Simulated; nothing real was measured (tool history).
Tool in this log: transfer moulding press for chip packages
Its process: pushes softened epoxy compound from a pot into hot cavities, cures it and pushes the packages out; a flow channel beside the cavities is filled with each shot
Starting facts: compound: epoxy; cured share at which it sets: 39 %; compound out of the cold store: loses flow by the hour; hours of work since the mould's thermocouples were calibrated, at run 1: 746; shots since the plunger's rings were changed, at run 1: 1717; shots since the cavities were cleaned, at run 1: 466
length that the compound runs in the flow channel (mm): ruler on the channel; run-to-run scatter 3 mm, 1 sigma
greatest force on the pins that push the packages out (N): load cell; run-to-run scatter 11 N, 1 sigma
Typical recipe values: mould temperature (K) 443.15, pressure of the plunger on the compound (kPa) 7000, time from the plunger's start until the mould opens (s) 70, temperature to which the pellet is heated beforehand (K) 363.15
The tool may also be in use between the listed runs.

run   hour  mould temperature (K)  pressure of the plunger on the compound (kPa)  time from the plunger's start until the mould opens (s)  temperature to which the pellet is heated beforehand (K)  hours of work since the mould's thermocouples were calibrated  shots since the plunger's rings were changed  shots since the cavities were cleaned  incoming compound's hours out of the cold store  length that the compound runs in the flow channel (mm)  greatest force on the pins that push the packages out (N)
  1      0                 443.15                                           7000                                                       70                                                    363.15                                                            746                                          1717                                    466                                             23.1                                                     767                                                        527
      16.6  -- cavities cleaned with cleaning compound and waxed
  2   25.7                 443.15                                           8490                                                       70                                                    363.15                                                            760                                          2014                                    111                                             13.5                                                     875                                                        554
      46.4  -- mould's thermocouples calibrated
  3   61.4                 443.15                                           8490                                                       69                                                    363.15                                                              9                                          2429                                    526                                             41.6                                                     786                                                        523
      72.2  -- cavities cleaned with cleaning compound and waxed
  4   87.5                 443.15                                           7000                                                       70                                                    372.15                                                             23                                          2731                                    188                                             13.6                                                     796                                                        540
     125.2  -- cavities cleaned with cleaning compound and waxed
  5  137.2                 443.15                                           7000                                                       70                                                    372.15                                                             50                                          3324                                    147                                             18.5                                                     777                                                        538
  6  163.8                 443.15                                           7000                                                       70                                                    372.15                                                             66                                          3651                                    474                                             23.2                                                     764                                                        524
     175.4  -- plunger's sealing rings changed
     182.3  -- cavities cleaned with cleaning compound and waxed
  7  196.9                 443.15                                           7000                                                       70                                                    363.15                                                             82                                           246                                    179                                             43.5                                                     708                                                        521
  8  225.3                 443.15                                           7000                                                       70                                                    363.15                                                             99                                           596                                    529                                               33                                                     736                                                        519
       236  -- cavities cleaned with cleaning compound and waxed
  9  276.8                 443.15                                           7000                                                       70                                                    363.15                                                            127                                          1211                                    502                                             36.1                                                     728                                                        529
     290.6  -- cavities cleaned with cleaning compound and waxed
 10  328.4                 443.15                                           7000                                                       70                                                    363.15                                                            156                                          1827                                    465                                             34.3                                                     737                                                        521
       343  -- cavities cleaned with cleaning compound and waxed
 11  376.4                 443.15                                           7000                                                       70                                                    363.15                                                            183                                          2399                                    411                                             41.4                                                     713                                                        512
     396.5  -- cavities cleaned with cleaning compound and waxed
 12  425.7                 443.15                                           7000                                                       70                                                    363.15                                                            210                                          2986                                    359                                             14.4                                                     790                                                        566
     449.8  -- cavities cleaned with cleaning compound and waxed
 13  449.8                 443.15                                           7000                                                       70                                                    363.15                                                            223                                          3264                                      0                                             34.7                                                     729                                                        530
 14    479                 443.15                                           7000                                                       70                                                    363.15                                                            240                                          3623                                    359                                             38.3                                                     720                                                        521

The next listed run, before its measurement:
     492.9  -- plunger's sealing rings changed
 15  502.7                 443.15                                           8050                                                       70                                                    363.15                                                            252                                           120                                    620                                             24.8                                                       ?                                                          ?

Run 15 gave length that the compound runs in the flow channel (mm) 819, greatest force on the pins that push the packages out (N) 550.
If the tool had no hidden condition, the same run with the same run-to-run variation would have returned length that the compound runs in the flow channel (mm) 819, greatest force on the pins that push the packages out (N) 547.

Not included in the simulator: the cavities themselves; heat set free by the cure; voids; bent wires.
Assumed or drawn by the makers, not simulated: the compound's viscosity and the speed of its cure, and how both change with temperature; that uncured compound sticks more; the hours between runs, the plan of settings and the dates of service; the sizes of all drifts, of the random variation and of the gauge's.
